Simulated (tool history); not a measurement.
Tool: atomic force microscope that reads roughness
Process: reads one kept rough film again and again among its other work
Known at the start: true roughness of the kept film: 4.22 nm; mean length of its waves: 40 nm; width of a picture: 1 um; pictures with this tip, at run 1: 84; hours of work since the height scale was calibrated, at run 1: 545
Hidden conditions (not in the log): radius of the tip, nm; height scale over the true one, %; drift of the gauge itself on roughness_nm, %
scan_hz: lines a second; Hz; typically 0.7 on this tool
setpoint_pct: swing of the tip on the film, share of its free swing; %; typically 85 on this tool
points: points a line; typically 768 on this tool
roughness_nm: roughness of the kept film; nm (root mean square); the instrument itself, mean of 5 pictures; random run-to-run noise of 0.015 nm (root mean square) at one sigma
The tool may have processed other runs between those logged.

run     day  scan_hz  setpoint_pct  points  pictures with this tip  hours of work since the height scale was calibrated  roughness_nm
  1       0      0.7            85     768                      84                                                  545         3.334
  2   2.146      0.7            85     768                     139                                                  569         3.133
  3    4.35      0.7            85     768                     195                                                  593         3.006
  4   6.521      0.7            85     768                     251                                                  616         2.855
  5   8.038    1.408            85     768                     290                                                  633         2.542
     10.179  -- new tip fitted
  6  10.867    1.408            85     768                      18                                                  664         3.188
  7  12.883    1.408            85     768                      70                                                  686          3.03
  8  14.992    1.408            85     768                     124                                                  709         2.901
  9   16.45    1.408            85     768                     162                                                  725         2.823
 10  18.746    1.408            85     768                     220                                                  750         2.675
 11   20.75      0.7            85     776                     272                                                  772         2.797
 12  22.071      0.7            85     776                     306                                                  786          2.71
     23.538  -- new tip fitted
 13  24.738      0.7            85     776                      31                                                  815         3.431
 14  27.312    1.968            64     488                      97                                                  843         3.252
 15  28.621     2.74            85     768                     131                                                  857         2.521
 16  31.429    1.171            58     606                     203                                                  888         3.104
 17  32.825    1.171            58     606                     239                                                  903         3.035
 18  34.342    2.336            85     978                     277                                                  920         2.303
 19  36.192    3.389            72     978                     325                                                  940         2.349
     36.896  -- new tip fitted
 20  39.071    0.941            72     978                      55                                                  971         3.452

Entry by entry between the runs, the difference in hidden state between the last listed run before and the first listed run after:
In the gap between runs 5 and 6: new tip fitted (day 10.179)
  radius of the tip, nm: 40 -> 12.1; height scale over the true one, %: 1.32 -> 1.38
  the result without the hidden state subtracted from the measured one, roughness_nm: -0.676 -> -0.018 nm (root mean square)
In the gap between runs 12 and 13: new tip fitted (day 23.538)
  radius of the tip, nm: 42.3 -> 13.6; height scale over the true one, %: 1.61 -> 1.66
  the result without the hidden state subtracted from the measured one, roughness_nm: -0.77 -> -0.057 nm (root mean square)
In the gap between runs 19 and 20: new tip fitted (day 36.896)
  radius of the tip, nm: 45.8 -> 16.4; height scale over the true one, %: 1.9 -> 1.97
  the result without the hidden state subtracted from the measured one, roughness_nm: -0.737 -> -0.139 nm (root mean square)
